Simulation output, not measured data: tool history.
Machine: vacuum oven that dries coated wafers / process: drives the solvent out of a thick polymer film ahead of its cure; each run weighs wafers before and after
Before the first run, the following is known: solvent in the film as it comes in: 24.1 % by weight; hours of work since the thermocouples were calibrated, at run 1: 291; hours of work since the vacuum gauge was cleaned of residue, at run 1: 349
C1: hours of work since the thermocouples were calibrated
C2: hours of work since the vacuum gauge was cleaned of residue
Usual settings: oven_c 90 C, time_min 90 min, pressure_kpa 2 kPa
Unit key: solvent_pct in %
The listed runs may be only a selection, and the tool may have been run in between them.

{"run": 1, "hour": 0.0, "oven_c": 90, "time_min": 90, "pressure_kpa": 2, "C1": 291, "C2": 349, "solvent_pct": 2.68}
{"run": 2, "hour": 20.6, "oven_c": 90, "time_min": 90, "pressure_kpa": 2, "C1": 305, "C2": 363, "solvent_pct": 2.65}
{"run": 3, "hour": 37.9, "oven_c": 90, "time_min": 90, "pressure_kpa": 2, "C1": 317, "C2": 375, "solvent_pct": 2.7}
{"run": 4, "hour": 62.2, "oven_c": 89, "time_min": 90, "pressure_kpa": 2, "C1": 333, "C2": 392, "solvent_pct": 2.91}
{"run": 5, "hour": 80.6, "oven_c": 89, "time_min": 90, "pressure_kpa": 2, "C1": 346, "C2": 404, "solvent_pct": 2.91}
{"run": 6, "hour": 99.2, "oven_c": 90, "time_min": 86, "pressure_kpa": 2, "C1": 359, "C2": 417, "solvent_pct": 2.75}
{"run": 7, "hour": 110.6, "oven_c": 90, "time_min": 86, "pressure_kpa": 2, "C1": 367, "C2": 425, "solvent_pct": 2.88}
{"run": 8, "hour": 126.6, "oven_c": 90, "time_min": 90, "pressure_kpa": 2, "C1": 378, "C2": 436, "solvent_pct": 2.71}
{"run": 9, "hour": 138.9, "oven_c": 90, "time_min": 90, "pressure_kpa": 2, "C1": 386, "C2": 444, "solvent_pct": 2.8}
{"run": 10, "hour": 163.9, "oven_c": 87, "time_min": 90, "pressure_kpa": 2, "C1": 403, "C2": 462, "solvent_pct": 3.3}

Predict the results of run 11:
{"run": 11, "hour": 186.4, "oven_c": 87, "time_min": 90, "pressure_kpa": 2, "C1": 419, "C2": 477, "solvent_pct": "?"}

{"run 11": {"solvent_pct": 3.3}}
Without the tool's hidden state the same run would have given solvent_pct 3.08 %.
